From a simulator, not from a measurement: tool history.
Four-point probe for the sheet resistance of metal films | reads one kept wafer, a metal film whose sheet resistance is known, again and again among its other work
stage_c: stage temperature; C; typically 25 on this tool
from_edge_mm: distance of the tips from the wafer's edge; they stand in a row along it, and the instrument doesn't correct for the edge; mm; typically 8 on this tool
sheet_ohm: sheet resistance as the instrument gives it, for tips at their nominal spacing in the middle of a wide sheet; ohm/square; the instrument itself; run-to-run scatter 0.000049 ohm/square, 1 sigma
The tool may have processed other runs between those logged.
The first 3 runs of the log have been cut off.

| run | hour | stage_c | from_edge_mm | sheet_ohm |
|---|---|---|---|---|
| 4 | 137.9 | 27 | 8 | 0.286037 |
| 5 | 193.5 | 25 | 8 | 0.285739 |
| 6 | 236.8 | 25 | 8 | 0.285799 |
| 7 | 278.9 | 22 | 8 | 0.285254 |
| 8 | 328.2 | 22 | 8 | 0.285079 |
| 9 | 362.4 | 25 | 8 | 0.285676 |
| 10 | 411.3 | 25 | 8 | 0.285685 |
| 11 | 460.5 | 19 | 8 | 0.284671 |
| 12 | 493.8 | 19 | 8 | 0.284660 |
| 13 | 536.5 | 19 | 8 | 0.284658 |
| 14 | 574.1 | 25 | 20 | 0.282517 |
| 15 | 625.2 | 34 | 8 | 0.287256 |
| 16 | 651.6 | 34 | 8 | 0.287243 |
| 17 | 704.0 | 25 | 9 | 0.284898 |
| 18 | 748.6 | 25 | 9 | 0.284848 |
| 19 | 772.7 | 25 | 8 | 0.285776 |
| 20 | 824.5 | 25 | 3 | 0.306616 |
| 21 | 879.7 | 25 | 3 | 0.306511 |
| 22 | 919.6 | 25 | 3 | 0.306527 |
| 23 | 952.6 | 18 | 5 | 0.290107 |

Predict the results of run 24:
| 24 | 983.6 | 21 | 22 | ? |

sheet_ohm: 0.281711 ohm/square
With the hidden condition absent and the run-to-run variation left alone, this run would have shown sheet_ohm 0.281754 ohm/square.
